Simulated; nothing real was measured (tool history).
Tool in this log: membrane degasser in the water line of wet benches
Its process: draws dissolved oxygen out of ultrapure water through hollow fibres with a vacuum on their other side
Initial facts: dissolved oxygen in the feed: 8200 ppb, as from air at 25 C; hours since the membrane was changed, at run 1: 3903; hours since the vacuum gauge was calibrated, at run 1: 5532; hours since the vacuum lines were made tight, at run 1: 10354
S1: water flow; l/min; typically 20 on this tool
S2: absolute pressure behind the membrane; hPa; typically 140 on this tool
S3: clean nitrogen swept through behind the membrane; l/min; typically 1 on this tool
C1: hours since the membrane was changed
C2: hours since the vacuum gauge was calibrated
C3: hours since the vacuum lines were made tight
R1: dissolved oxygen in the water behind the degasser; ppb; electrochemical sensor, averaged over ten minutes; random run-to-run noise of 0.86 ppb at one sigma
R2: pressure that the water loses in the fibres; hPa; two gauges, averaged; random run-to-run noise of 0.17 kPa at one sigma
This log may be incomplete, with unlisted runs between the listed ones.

Run 1, hour 0: usual settings; C1 3903; C2 5532; C3 10354. Result: R1 459 ppb, R2 288.4 hPa.
Run 2, hour 132.1: usual settings; C1 4035; C2 5664; C3 10486. Result: R1 461 ppb, R2 287 hPa.
At hour 304.8: vacuum gauge calibrated.
Run 3, hour 393.6: usual settings; C1 4296; C2 89; C3 10747. Result: R1 460.2 ppb, R2 289.6 hPa.
Run 4, hour 562.2: usual settings but S2 343 hPa; C1 4464; C2 257; C3 10916. Result: R1 1202.6 ppb, R2 286.4 hPa.
Run 5, hour 856.5: usual settings; C1 4759; C2 552; C3 11210. Result: R1 458.7 ppb, R2 290.2 hPa.
Run 6, hour 1046.6: usual settings; C1 4949; C2 742; C3 11400. Result: R1 458.7 ppb, R2 290.8 hPa.
Run 7, hour 1237.3: usual settings but S2 191 hPa; C1 5139; C2 933; C3 11591. Result: R1 661.1 ppb, R2 289.4 hPa.
Run 8, hour 1457.8: usual settings but S1 13 l/min; C1 5360; C2 1153; C3 11811. Result: R1 315.3 ppb, R2 189.2 hPa.
Run 9, hour 1739.4: usual settings; C1 5641; C2 1435; C3 12093. Result: R1 460.1 ppb, R2 289.2 hPa.
Run 10, hour 1957: usual settings; C1 5859; C2 1652; C3 12311. Result: R1 460.6 ppb, R2 290.4 hPa.
Run 11, hour 2147.1: usual settings; C1 6049; C2 1842; C3 12501. Result: R1 460.2 ppb, R2 285.3 hPa.
Run 12, hour 2282.8: usual settings; C1 6185; C2 1978; C3 12636. Result: R1 460.2 ppb, R2 288 hPa.
Run 13, hour 2496.5: usual settings; C1 6399; C2 2192; C3 12850. Result: R1 460.2 ppb, R2 286.6 hPa.
At hour 2686.7: seals of the vacuum lines changed.
Run 14, hour 2735.9: usual settings but S1 23 l/min; C1 6636; C2 2429; C3 49. Result: R1 520.1 ppb, R2 331.8 hPa.
Run 15, hour 2926.5: usual settings but S1 23 l/min; C1 6827; C2 2620; C3 240. Result: R1 516.1 ppb, R2 331.1 hPa.
Run 16, hour 3186.7: usual settings but S3 0.44 l/min; C1 7087; C2 2880; C3 500. Result: R1 879 ppb, R2 288.2 hPa.
Run 17, hour 3307.7: usual settings but S1 12 l/min, S2 263 hPa, S3 0.4 l/min; C1 7208; C2 3001; C3 621. Result: R1 1277.5 ppb, R2 172.6 hPa.
Run 18, hour 3575.7: usual settings but S2 273 hPa, S3 1.01 l/min; C1 7476; C2 3269; C3 889. Result: R1 955.8 ppb, R2 286.9 hPa.
Run 19, hour 3753.4: usual settings but S2 273 hPa, S3 1.01 l/min; C1 7653; C2 3447; C3 1067. Result: R1 955.9 ppb, R2 289.8 hPa.
Run 20, hour 3985.2: usual settings but S1 29 l/min, S2 183 hPa, S3 0.5 l/min; C1 7885; C2 3678; C3 1298. Result: R1 1406.5 ppb, R2 418.9 hPa.
Run 21, hour 4275.8: usual settings but S1 14 l/min, S2 108 hPa, S3 1.99 l/min; C1 8176; C2 3969; C3 1589. Result: R1 127.3 ppb, R2 200.5 hPa.
Run 22, hour 4560.9: usual settings but S1 16 l/min, S2 251 hPa, S3 0.54 l/min; C1 8461; C2 4254; C3 1874. Result: R1 1203.3 ppb, R2 229.3 hPa.
Run 23, hour 4725.8: usual settings but S2 220 hPa; C1 8626; C2 4419; C3 2039. Result: R1 771.7 ppb, R2 289.8 hPa.
Run 24, hour 4990.2: usual settings but S1 14 l/min, S2 97 hPa, S3 2.21 l/min; C1 8890; C2 4683; C3 2303. Result: R1 98.8 ppb, R2 205.2 hPa.
Run 25, hour 5170.2: usual settings but S1 14 l/min, S2 97 hPa, S3 2.21 l/min; C1 9070; C2 4863; C3 2483. Result: R1 98.9 ppb, R2 199.8 hPa.
Run 26, hour 5437.4: usual settings but S1 17 l/min, S2 101 hPa; C1 9337; C2 5131; C3 2751. Result: R1 260.1 ppb, R2 247.4 hPa.
Run 27, hour 5659.9: usual settings but S1 29 l/min, S2 108 hPa, S3 0.95 l/min; C1 9560; C2 5353; C3 2973. Result: R1 471.7 ppb, R2 418.5 hPa.
Run 28, hour 5871.8: usual settings but S1 28 l/min, S2 100 hPa, S3 1.37 l/min; C1 9772; C2 5565; C3 3185. Result: R1 306.3 ppb, R2 404.1 hPa.
Run 29, hour 6129.4: usual settings but S1 21 l/min, S2 250 hPa, S3 0.88 l/min; C1 10029; C2 5823; C3 3443. Result: R1 1015.9 ppb, R2 303.4 hPa.
At hour 6142.2: vacuum gauge calibrated.
Run 30, hour 6296.2: usual settings but S1 26 l/min, S2 228 hPa, S3 2.35 l/min; C1 10196; C2 154; C3 3609. Result: R1 485.9 ppb, R2 378.2 hPa.
Run 31, hour 6494.7: usual settings but S1 13 l/min, S2 339 hPa, S3 1.45 l/min; C1 10394; C2 352; C3 3807. Result: R1 609.3 ppb, R2 188.7 hPa.

5 options for the next run, each taken on its own from the tool as it stands now. Forecast them:
Run A, hour 6756.2: usual settings but S1 18 l/min, S2 339 hPa, S3 1.45 l/min; C1 10656; C2 614; C3 4069. Result: R1 ?, R2 ?.
Run B, hour 6756.2: usual settings but S1 15 l/min, S2 117 hPa, S3 1.18 l/min; C1 10656; C2 614; C3 4069. Result: R1 ?, R2 ?.
Run C, hour 6756.2: usual settings but S1 19 l/min, S2 339 hPa, S3 2.24 l/min; C1 10656; C2 614; C3 4069. Result: R1 ?, R2 ?.
Run D, hour 6756.2: usual settings but S1 26 l/min, S2 201 hPa, S3 1.11 l/min; C1 10656; C2 614; C3 4069. Result: R1 ?, R2 ?.
Run E, hour 6756.2: usual settings but S1 13 l/min, S2 297 hPa, S3 1.22 l/min; C1 10656; C2 614; C3 4069. Result: R1 ?, R2 ?.

run     R1     R2
  A  808.2  261.6
  B  245.5  215.4
  C  581.3  274.1
  D    797  371.7
  E  620.7    188
The same runs, with their run-to-run variation unchanged, on a tool lacking any hidden condition would have given:
run     R1     R2
  A  808.1  261.4
  B  245.5  215.2
  C  581.2  273.9
  D    797  371.4
  E  620.7  187.8
